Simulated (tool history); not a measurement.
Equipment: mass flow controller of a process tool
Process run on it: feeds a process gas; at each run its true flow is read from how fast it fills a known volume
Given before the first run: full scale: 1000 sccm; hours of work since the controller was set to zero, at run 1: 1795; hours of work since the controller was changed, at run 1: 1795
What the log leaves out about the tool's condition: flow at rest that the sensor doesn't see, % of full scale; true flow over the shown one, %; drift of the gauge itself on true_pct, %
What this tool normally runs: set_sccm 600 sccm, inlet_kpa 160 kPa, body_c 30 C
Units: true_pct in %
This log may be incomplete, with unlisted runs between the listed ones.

| run | hour | set_sccm | inlet_kpa | body_c | hours of work since the controller was set to zero | hours of work since the controller was changed | true_pct |
|---|---|---|---|---|---|---|---|
| 1 | 0 | 600 | 160 | 30 | 1795 | 1795 | 99.45 |
| 2 | 99.7 | 600 | 160 | 30 | 1868 | 1868 | 99.51 |
| 3 | 230.9 | 600 | 160 | 30 | 1963 | 1963 | 99.5 |
| 4 | 336.1 | 221 | 160 | 30 | 2040 | 2040 | 99.29 |
| 5 | 499.7 | 221 | 160 | 30 | 2160 | 2160 | 99.4 |
| 6 | 655 | 600 | 160 | 30 | 2274 | 2274 | 99.74 |
| 7 | 802.2 | 881 | 167 | 27 | 2381 | 2381 | 100.53 |
| 8 | 889.3 | 881 | 167 | 27 | 2445 | 2445 | 100.53 |
| 9 | 992.2 | 319 | 145 | 26 | 2520 | 2520 | 99.68 |
| 10 | 1103.8 | 178 | 185 | 38 | 2602 | 2602 | 99.74 |
| 11 | 1273.7 | 113 | 144 | 39 | 2726 | 2726 | 100.55 |
| 12 | 1372.2 | 142 | 215 | 39 | 2798 | 2798 | 100.24 |

Hidden state or all else? Some run-to-run changes of true_pct, split into what the settings, what came in and random variation would give without the hidden state, and what is left for the hidden state (with any gauge scatter that isn't in both results):
Run 8 -> 9: set_sccm 881 -> 319, inlet_kpa 167 -> 145, body_c 27 -> 26. true_pct -0.85 %: hidden state +0.66, all else -1.51.
Run 10 -> 11: set_sccm 178 -> 113, inlet_kpa 185 -> 144, body_c 38 -> 39. true_pct +0.81 %: hidden state +1.21, all else -0.4.

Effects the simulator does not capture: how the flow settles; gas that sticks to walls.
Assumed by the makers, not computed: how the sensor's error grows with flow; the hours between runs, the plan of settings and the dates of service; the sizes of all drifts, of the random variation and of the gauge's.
